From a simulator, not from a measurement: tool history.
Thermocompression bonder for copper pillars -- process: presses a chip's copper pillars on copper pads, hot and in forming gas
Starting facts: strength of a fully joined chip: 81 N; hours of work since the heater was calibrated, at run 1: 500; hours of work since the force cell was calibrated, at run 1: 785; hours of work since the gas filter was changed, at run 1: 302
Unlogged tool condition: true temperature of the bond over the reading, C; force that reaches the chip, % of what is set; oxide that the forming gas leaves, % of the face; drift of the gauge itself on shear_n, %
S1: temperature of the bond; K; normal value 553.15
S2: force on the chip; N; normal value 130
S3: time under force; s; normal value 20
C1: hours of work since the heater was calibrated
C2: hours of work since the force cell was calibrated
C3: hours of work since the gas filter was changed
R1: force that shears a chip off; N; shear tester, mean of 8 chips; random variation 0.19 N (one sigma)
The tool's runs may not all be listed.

{"run": 1, "day": 0.0, "S1": 553.15, "S2": 130, "S3": 20, "C1": 500, "C2": 785, "C3": 302, "R1": 44.5}
{"run": 2, "day": 1.083, "S1": 553.15, "S2": 130, "S3": 12, "C1": 512, "C2": 797, "C3": 314, "R1": 37.7}
{"run": 3, "day": 2.392, "S1": 553.15, "S2": 130, "S3": 12, "C1": 527, "C2": 811, "C3": 329, "R1": 37.8}
{"run": 4, "day": 4.021, "S1": 553.15, "S2": 130, "S3": 12, "C1": 544, "C2": 829, "C3": 347, "R1": 37.4}
{"day": 5.188, "done": "forming gas filter changed"}
{"run": 5, "day": 5.888, "S1": 553.15, "S2": 114, "S3": 20, "C1": 565, "C2": 849, "C3": 8, "R1": 43.8}
{"run": 6, "day": 7.596, "S1": 553.15, "S2": 114, "S3": 20, "C1": 584, "C2": 868, "C3": 26, "R1": 43.4}
{"run": 7, "day": 8.754, "S1": 553.15, "S2": 114, "S3": 20, "C1": 596, "C2": 881, "C3": 39, "R1": 43.3}
{"run": 8, "day": 9.862, "S1": 553.15, "S2": 114, "S3": 20, "C1": 609, "C2": 893, "C3": 51, "R1": 43.6}
{"run": 9, "day": 10.762, "S1": 553.15, "S2": 114, "S3": 20, "C1": 618, "C2": 903, "C3": 61, "R1": 43.7}
{"run": 10, "day": 12.2, "S1": 553.15, "S2": 130, "S3": 20, "C1": 634, "C2": 919, "C3": 77, "R1": 46.4}
{"run": 11, "day": 13.475, "S1": 553.15, "S2": 130, "S3": 20, "C1": 648, "C2": 933, "C3": 91, "R1": 46.4}
{"run": 12, "day": 14.367, "S1": 553.15, "S2": 130, "S3": 20, "C1": 658, "C2": 943, "C3": 101, "R1": 46.4}
{"run": 13, "day": 16.117, "S1": 578.15, "S2": 130, "S3": 20, "C1": 677, "C2": 962, "C3": 120, "R1": 54.5}
{"run": 14, "day": 17.325, "S1": 553.15, "S2": 130, "S3": 20, "C1": 691, "C2": 975, "C3": 134, "R1": 46.4}
{"run": 15, "day": 18.621, "S1": 553.15, "S2": 130, "S3": 20, "C1": 705, "C2": 989, "C3": 148, "R1": 46.1}
{"run": 16, "day": 19.775, "S1": 553.15, "S2": 130, "S3": 20, "C1": 718, "C2": 1002, "C3": 160, "R1": 46}
{"run": 17, "day": 21.542, "S1": 553.15, "S2": 177, "S3": 20, "C1": 737, "C2": 1022, "C3": 180, "R1": 53.1}
{"run": 18, "day": 22.658, "S1": 553.15, "S2": 177, "S3": 20, "C1": 749, "C2": 1034, "C3": 192, "R1": 52.7}
{"run": 19, "day": 24.05, "S1": 553.15, "S2": 130, "S3": 20, "C1": 765, "C2": 1049, "C3": 207, "R1": 45.8}
{"run": 20, "day": 24.904, "S1": 554.15, "S2": 130, "S3": 20, "C1": 774, "C2": 1058, "C3": 217, "R1": 45.9}
{"run": 21, "day": 26.471, "S1": 554.15, "S2": 125, "S3": 41, "C1": 791, "C2": 1076, "C3": 234, "R1": 55.2}
{"run": 22, "day": 27.429, "S1": 575.15, "S2": 88, "S3": 25, "C1": 802, "C2": 1086, "C3": 245, "R1": 47.2}
{"run": 23, "day": 28.429, "S1": 575.15, "S2": 88, "S3": 25, "C1": 813, "C2": 1097, "C3": 256, "R1": 47.5}
{"run": 24, "day": 29.388, "S1": 548.15, "S2": 168, "S3": 60, "C1": 823, "C2": 1108, "C3": 266, "R1": 64.1}
{"run": 25, "day": 30.462, "S1": 553.15, "S2": 130, "S3": 19, "C1": 835, "C2": 1120, "C3": 278, "R1": 45.4}
{"run": 26, "day": 31.517, "S1": 551.15, "S2": 127, "S3": 43, "C1": 847, "C2": 1131, "C3": 290, "R1": 55.5}
{"run": 27, "day": 32.971, "S1": 553.15, "S2": 145, "S3": 51, "C1": 863, "C2": 1147, "C3": 306, "R1": 60.7}
{"run": 28, "day": 34.146, "S1": 532.15, "S2": 178, "S3": 14, "C1": 876, "C2": 1160, "C3": 319, "R1": 40.1}
{"run": 29, "day": 35.821, "S1": 564.15, "S2": 80, "S3": 20, "C1": 894, "C2": 1179, "C3": 337, "R1": 38.1}
{"run": 30, "day": 37.596, "S1": 534.15, "S2": 130, "S3": 25, "C1": 914, "C2": 1198, "C3": 356, "R1": 42}
{"day": 37.917, "done": "forming gas filter changed"}
{"run": 31, "day": 39.062, "S1": 534.15, "S2": 81, "S3": 25, "C1": 930, "C2": 1214, "C3": 13, "R1": 33.6}
{"run": 32, "day": 40.629, "S1": 534.15, "S2": 81, "S3": 25, "C1": 947, "C2": 1231, "C3": 30, "R1": 33.8}
{"run": 33, "day": 41.467, "S1": 534.15, "S2": 81, "S3": 25, "C1": 956, "C2": 1240, "C3": 39, "R1": 33.4}
{"run": 34, "day": 43.346, "S1": 534.15, "S2": 81, "S3": 25, "C1": 977, "C2": 1261, "C3": 60, "R1": 33.7}
{"day": 44.325, "done": "heater calibrated with a thermocouple chip"}
{"run": 35, "day": 44.871, "S1": 561.15, "S2": 130, "S3": 48, "C1": 6, "C2": 1277, "C3": 76, "R1": 59.4}
{"run": 36, "day": 46.692, "S1": 536.15, "S2": 174, "S3": 31, "C1": 26, "C2": 1297, "C3": 96, "R1": 50.5}
{"run": 37, "day": 47.683, "S1": 536.15, "S2": 174, "S3": 31, "C1": 37, "C2": 1308, "C3": 107, "R1": 50.6}
{"run": 38, "day": 48.971, "S1": 529.15, "S2": 130, "S3": 10, "C1": 51, "C2": 1322, "C3": 121, "R1": 27}
{"run": 39, "day": 49.842, "S1": 529.15, "S2": 130, "S3": 10, "C1": 61, "C2": 1332, "C3": 130, "R1": 27.1}

Branching from run 39: 3 alternative next runs. What would each branch give?
{"run": "A", "day": 51.225, "S1": 529.15, "S2": 180, "S3": 41, "C1": 76, "C2": 1347, "C3": 145, "R1": "?"}
{"run": "B", "day": 51.225, "S1": 523.15, "S2": 186, "S3": 10, "C1": 76, "C2": 1347, "C3": 145, "R1": "?"}
{"run": "C", "day": 51.225, "S1": 553.15, "S2": 130, "S3": 12, "C1": 76, "C2": 1347, "C3": 145, "R1": "?"}

run=A R1=52.7
run=B R1=31.7
run=C R1=36.8
Without the tool's hidden state the same runs would have given:
run=A R1=54.8
run=B R1=33.2
run=C R1=38.6
